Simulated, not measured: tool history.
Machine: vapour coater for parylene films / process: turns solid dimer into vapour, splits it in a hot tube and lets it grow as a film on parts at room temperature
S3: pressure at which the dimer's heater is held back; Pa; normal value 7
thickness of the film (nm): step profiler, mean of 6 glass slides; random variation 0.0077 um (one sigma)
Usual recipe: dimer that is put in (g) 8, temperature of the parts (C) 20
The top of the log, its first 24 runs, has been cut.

run 25 day=58.842 | dimer_that_is_put_in_(g)=9 temperature_of_the_parts_(C)=14 S3=8.26 | thickness_of_the_film_(nm)=1670
run 26 day=60.633 | dimer_that_is_put_in_(g)=9 temperature_of_the_parts_(C)=14 S3=8.26 | thickness_of_the_film_(nm)=1657
run 27 day=64.033 | dimer_that_is_put_in_(g)=3 temperature_of_the_parts_(C)=20 S3=2.85 | thickness_of_the_film_(nm)=514
-- day=64.804 trap's valve overhauled
run 28 day=66.033 | dimer_that_is_put_in_(g)=3 temperature_of_the_parts_(C)=20 S3=2.85 | thickness_of_the_film_(nm)=546
run 29 day=67.471 | dimer_that_is_put_in_(g)=3 temperature_of_the_parts_(C)=20 S3=2.85 | thickness_of_the_film_(nm)=548
run 30 day=70.462 | dimer_that_is_put_in_(g)=3 temperature_of_the_parts_(C)=24 S3=4.87 | thickness_of_the_film_(nm)=496
run 31 day=73.288 | dimer_that_is_put_in_(g)=3 temperature_of_the_parts_(C)=24 S3=4.87 | thickness_of_the_film_(nm)=479
run 32 day=76.146 | dimer_that_is_put_in_(g)=3 temperature_of_the_parts_(C)=24 S3=4.87 | thickness_of_the_film_(nm)=476
run 33 day=77.712 | dimer_that_is_put_in_(g)=4 temperature_of_the_parts_(C)=30 S3=4.87 | thickness_of_the_film_(nm)=560

Predict the results of run 34:
-- day=80.904 trap's valve overhauled
run 34 day=81.125 | dimer_that_is_put_in_(g)=4 temperature_of_the_parts_(C)=30 S3=4.87 | thickness_of_the_film_(nm)=?

{"run 34": {"thickness of the film (nm)": 587}}
If the tool had no hidden condition, the same run with the same run-to-run variation would have returned thickness of the film (nm) 583.
